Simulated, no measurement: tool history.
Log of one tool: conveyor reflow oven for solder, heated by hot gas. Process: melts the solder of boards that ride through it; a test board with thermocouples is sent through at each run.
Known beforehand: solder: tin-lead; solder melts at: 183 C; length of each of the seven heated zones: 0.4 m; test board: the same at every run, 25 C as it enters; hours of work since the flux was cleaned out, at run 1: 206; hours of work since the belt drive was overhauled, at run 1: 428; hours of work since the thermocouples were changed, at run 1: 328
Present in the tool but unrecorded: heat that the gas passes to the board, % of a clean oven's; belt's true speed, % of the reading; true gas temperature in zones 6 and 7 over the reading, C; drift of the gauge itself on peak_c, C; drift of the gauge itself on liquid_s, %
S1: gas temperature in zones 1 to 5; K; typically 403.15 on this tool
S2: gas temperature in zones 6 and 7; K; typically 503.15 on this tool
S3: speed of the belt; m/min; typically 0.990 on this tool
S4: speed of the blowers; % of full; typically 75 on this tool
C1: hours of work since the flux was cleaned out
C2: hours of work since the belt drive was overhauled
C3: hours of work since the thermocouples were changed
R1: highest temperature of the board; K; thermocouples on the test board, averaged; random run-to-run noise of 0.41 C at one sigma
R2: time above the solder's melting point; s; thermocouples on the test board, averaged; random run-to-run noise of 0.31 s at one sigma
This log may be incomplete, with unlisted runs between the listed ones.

Run 1, hour 0.0: usual settings; C1 206; C2 428; C3 328. Result: R1 482.05 K, R2 30.2 s.
Run 2, hour 18.0: usual settings; C1 219; C2 441; C3 342. Result: R1 482.25 K, R2 29.8 s.
Run 3, hour 35.9: usual settings; C1 232; C2 454; C3 355. Result: R1 483.15 K, R2 29.8 s.
Run 4, hour 65.8: usual settings; C1 254; C2 476; C3 376. Result: R1 481.65 K, R2 29.9 s.
Run 5, hour 82.7: usual settings but S4 83 % of full; C1 266; C2 488; C3 389. Result: R1 483.45 K, R2 31.4 s.
Run 6, hour 108.7: usual settings but S4 83 % of full; C1 285; C2 507; C3 408. Result: R1 483.55 K, R2 30.7 s.
Run 7, hour 135.0: usual settings but S4 83 % of full; C1 304; C2 526; C3 427. Result: R1 482.95 K, R2 30.5 s.
Run 8, hour 165.2: usual settings but S4 83 % of full; C1 327; C2 548; C3 449. Result: R1 482.55 K, R2 30.1 s.
Run 9, hour 190.6: usual settings but S4 83 % of full; C1 345; C2 567; C3 467. Result: R1 482.35 K, R2 30.0 s.
At hour 205.3: flux residue cleaned out of gas plates and filters.
Run 10, hour 222.2: usual settings but S4 83 % of full; C1 12; C2 586; C3 487. Result: R1 485.95 K, R2 32.6 s.
Run 11, hour 255.3: usual settings but S3 0.857 m/min; C1 36; C2 611; C3 511. Result: R1 489.25 K, R2 40.2 s.
Run 12, hour 274.3: usual settings but S3 0.857 m/min; C1 50; C2 624; C3 525. Result: R1 488.45 K, R2 40.5 s.
Run 13, hour 309.9: usual settings but S2 513.15 K; C1 76; C2 650; C3 551. Result: R1 493.05 K, R2 36.1 s.
Run 14, hour 330.5: usual settings but S2 513.15 K, S3 1.171 m/min; C1 91; C2 665; C3 566. Result: R1 485.15 K, R2 26.6 s.
Run 15, hour 352.8: usual settings but S2 513.15 K, S3 1.171 m/min; C1 108; C2 682; C3 582. Result: R1 484.75 K, R2 26.1 s.
Run 16, hour 385.0: usual settings but S3 0.828 m/min; C1 131; C2 705; C3 606. Result: R1 488.85 K, R2 41.6 s.
Run 17, hour 409.1: usual settings but S2 509.15 K, S3 1.189 m/min; C1 149; C2 723; C3 623. Result: R1 480.35 K, R2 23.3 s.
Run 18, hour 439.3: usual settings but S2 504.15 K, S3 1.051 m/min, S4 72 % of full; C1 171; C2 745; C3 645. Result: R1 480.45 K, R2 27.1 s.
Run 19, hour 476.1: usual settings but S1 392.15 K, S2 504.15 K, S3 1.051 m/min, S4 61 % of full; C1 198; C2 772; C3 672. Result: R1 474.15 K, R2 20.3 s.
Run 20, hour 506.3: usual settings but S3 1.087 m/min; C1 220; C2 794; C3 694. Result: R1 478.75 K, R2 24.2 s.
Run 21, hour 527.4: usual settings but S3 1.087 m/min; C1 235; C2 809; C3 710. Result: R1 478.65 K, R2 24.4 s.
Run 22, hour 560.9: usual settings but S2 517.15 K; C1 259; C2 833; C3 734. Result: R1 493.75 K, R2 36.7 s.
Run 23, hour 591.6: usual settings but S2 517.15 K; C1 282; C2 856; C3 756. Result: R1 493.85 K, R2 36.1 s.
Run 24, hour 614.7: usual settings but S2 497.15 K, S3 0.910 m/min; C1 299; C2 873; C3 773. Result: R1 478.85 K, R2 30.8 s.
Run 25, hour 638.0: usual settings but S2 497.15 K, S3 0.910 m/min; C1 316; C2 890; C3 790. Result: R1 478.75 K, R2 30.3 s.
Run 26, hour 660.0: usual settings but S4 81 % of full; C1 332; C2 906; C3 806. Result: R1 481.15 K, R2 30.4 s.
Run 27, hour 677.9: usual settings but S4 81 % of full; C1 345; C2 919; C3 819. Result: R1 481.75 K, R2 30.0 s.
At hour 693.3: flux residue cleaned out of gas plates and filters.
Run 28, hour 714.6: usual settings but S2 505.15 K, S3 0.797 m/min, S4 81 % of full; C1 16; C2 942; C3 842. Result: R1 493.65 K, R2 47.4 s.
Run 29, hour 738.8: usual settings but S1 394.15 K, S2 514.15 K, S3 1.048 m/min, S4 64 % of full; C1 33; C2 960; C3 860. Result: R1 486.45 K, R2 29.2 s.
At hour 748.7: thermocouples of zones 6 and 7 changed.
Run 30, hour 771.4: usual settings but S1 410.15 K, S2 493.15 K, S3 1.112 m/min, S4 83 % of full; C1 56; C2 982; C3 17. Result: R1 475.95 K, R2 24.1 s.
Run 31, hour 789.2: usual settings but S1 393.15 K; C1 68; C2 995; C3 30. Result: R1 482.75 K, R2 28.8 s.

Predict each of these 4 candidate next runs independently; none follows another, all start after run 31:
Run A, hour 819.6: usual settings but S1 406.15 K, S2 512.15 K, S3 1.102 m/min; C1 91; C2 1017; C3 52. Result: R1 ?, R2 ?.
Run B, hour 819.6: usual settings but S1 393.15 K, S2 494.15 K; C1 91; C2 1017; C3 52. Result: R1 ?, R2 ?.
Run C, hour 819.6: usual settings but S2 500.15 K; C1 91; C2 1017; C3 52. Result: R1 ?, R2 ?.
Run D, hour 819.6: usual settings but S1 417.15 K; C1 91; C2 1017; C3 52. Result: R1 ?, R2 ?.

run      R1    R2
  A  489.15  31.1
  B  474.75  23.6
  C  482.35  30.4
  D  487.45  36.8
The same runs, with their run-to-run variation unchanged, on a tool lacking any hidden condition would have given:
run      R1    R2
  A  489.35  30.6
  B  474.95  23.3
  C  482.45  30.0
  D  487.55  36.2
